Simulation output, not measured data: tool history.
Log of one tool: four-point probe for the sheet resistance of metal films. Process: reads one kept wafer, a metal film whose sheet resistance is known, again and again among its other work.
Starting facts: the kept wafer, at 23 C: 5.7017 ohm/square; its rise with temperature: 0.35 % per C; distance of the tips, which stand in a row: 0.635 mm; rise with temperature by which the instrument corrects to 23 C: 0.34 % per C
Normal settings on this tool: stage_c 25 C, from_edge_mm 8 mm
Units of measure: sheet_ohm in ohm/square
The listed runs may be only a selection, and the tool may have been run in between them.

| run | day | stage_c | from_edge_mm | sheet_ohm |
|---|---|---|---|---|
| 1 | 0 | 25 | 8 | 5.722119 |
| 2 | 2.779 | 25 | 8 | 5.723332 |
| 3 | 7.129 | 25 | 8 | 5.722237 |
| 4 | 11.038 | 25 | 8 | 5.722059 |
| 5 | 14.912 | 25 | 8 | 5.722016 |
| 6 | 17.571 | 25 | 8 | 5.720824 |
| 7 | 21.983 | 25 | 8 | 5.721795 |
| 8 | 25.921 | 25 | 62 | 5.703925 |
| 9 | 29.508 | 25 | 62 | 5.704257 |
| 10 | 33.438 | 19 | 8 | 5.718479 |
| 11 | 36.117 | 19 | 8 | 5.719373 |
| 12 | 38.396 | 25 | 5 | 5.752737 |
|  | 39.75 | stage's thermometer calibrated |
| 13 | 42.879 | 25 | 8 | 5.722083 |
| 14 | 45.125 | 24 | 8 | 5.718423 |
| 15 | 48.188 | 24 | 8 | 5.720031 |
| 16 | 52.975 | 25 | 53 | 5.702219 |
| 17 | 57.162 | 25 | 53 | 5.703114 |
| 18 | 59.288 | 25 | 8 | 5.72129 |
| 19 | 63.35 | 20 | 8 | 5.71842 |
| 20 | 65.812 | 34 | 37 | 5.707434 |
| 21 | 68.188 | 32 | 7 | 5.73106 |
| 22 | 70.892 | 22 | 19 | 5.703034 |
| 23 | 73.229 | 25 | 8 | 5.722734 |
| 24 | 76.779 | 20 | 5 | 5.747519 |
| 25 | 80.054 | 23 | 11 | 5.711734 |
| 26 | 82.321 | 26 | 7 | 5.72819 |
| 27 | 84.662 | 26 | 4 | 5.778767 |
| 28 | 87.754 | 19 | 15 | 5.703806 |
| 29 | 90.812 | 20 | 52 | 5.698383 |
| 30 | 94.021 | 18 | 34 | 5.700731 |
| 31 | 97.825 | 32 | 61 | 5.704873 |
| 32 | 100.862 | 25 | 15 | 5.706014 |
| 33 | 104.929 | 25 | 15 | 5.708288 |
| 34 | 109.646 | 19 | 15 | 5.704854 |
| 35 | 113.512 | 25 | 59 | 5.702363 |
| 36 | 118.342 | 25 | 54 | 5.703579 |
| 37 | 121.579 | 25 | 54 | 5.703498 |
| 38 | 125.604 | 25 | 54 | 5.703035 |

Each row is a separate what-if for the run after 38, all from the same tool condition, not one after another. Results?
| A | 128.946 | 19 | 8 | ? |
| B | 128.946 | 27 | 8 | ? |
| C | 128.946 | 20 | 45 | ? |
| D | 128.946 | 18 | 8 | ? |

| run | sheet_ohm |
|---|---|
| A | 5.716502 |
| B | 5.723621 |
| C | 5.70013 |
| D | 5.717718 |
The same runs, with their run-to-run variation unchanged, on a tool lacking any hidden condition would have given:
| run | sheet_ohm |
|---|---|
| A | 5.717064 |
| B | 5.724185 |
| C | 5.70069 |
| D | 5.71828 |
